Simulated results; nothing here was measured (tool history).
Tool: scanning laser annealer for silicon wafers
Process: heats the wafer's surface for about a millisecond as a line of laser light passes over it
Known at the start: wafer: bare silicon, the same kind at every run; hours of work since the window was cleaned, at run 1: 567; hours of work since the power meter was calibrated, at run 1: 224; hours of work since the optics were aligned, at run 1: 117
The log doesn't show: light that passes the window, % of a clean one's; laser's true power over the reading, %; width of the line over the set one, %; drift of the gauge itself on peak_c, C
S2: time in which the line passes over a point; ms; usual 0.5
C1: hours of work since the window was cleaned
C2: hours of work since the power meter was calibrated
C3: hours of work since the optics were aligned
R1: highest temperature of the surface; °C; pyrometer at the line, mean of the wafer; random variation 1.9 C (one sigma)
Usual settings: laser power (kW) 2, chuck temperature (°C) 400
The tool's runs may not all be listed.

run 1 hour=0 | laser_power_(kW)=2 S2=0.5 chuck_temperature_(°C)=400 | C1=567 C2=224 C3=117 | R1=1131
run 2 hour=51.5 | laser_power_(kW)=1.767 S2=0.5 chuck_temperature_(°C)=400 | C1=589 C2=245 C3=138 | R1=1025
run 3 hour=107.8 | laser_power_(kW)=2 S2=0.5 chuck_temperature_(°C)=413 | C1=612 C2=268 C3=161 | R1=1140
run 4 hour=142.5 | laser_power_(kW)=2 S2=0.5 chuck_temperature_(°C)=413 | C1=626 C2=282 C3=175 | R1=1142
run 5 hour=197.9 | laser_power_(kW)=2 S2=0.5 chuck_temperature_(°C)=400 | C1=649 C2=305 C3=198 | R1=1130
run 6 hour=231.9 | laser_power_(kW)=2 S2=0.5 chuck_temperature_(°C)=400 | C1=663 C2=319 C3=212 | R1=1132
run 7 hour=285.3 | laser_power_(kW)=2 S2=0.536 chuck_temperature_(°C)=404 | C1=685 C2=341 C3=234 | R1=1156
run 8 hour=330.9 | laser_power_(kW)=2.049 S2=0.4 chuck_temperature_(°C)=395 | C1=704 C2=360 C3=253 | R1=1080
run 9 hour=363.7 | laser_power_(kW)=2.113 S2=0.553 chuck_temperature_(°C)=406 | C1=717 C2=373 C3=266 | R1=1222
run 10 hour=403.2 | laser_power_(kW)=1.885 S2=0.45 chuck_temperature_(°C)=412 | C1=733 C2=390 C3=283 | R1=1060

The next listed run, before its measurement:
run 11 hour=466.3 | laser_power_(kW)=2 S2=0.413 chuck_temperature_(°C)=400 | C1=759 C2=416 C3=309 | R1=?

{"run 11": {"R1": 1073}}
Without the tool's hidden state the same run would have given R1 1074 °C.
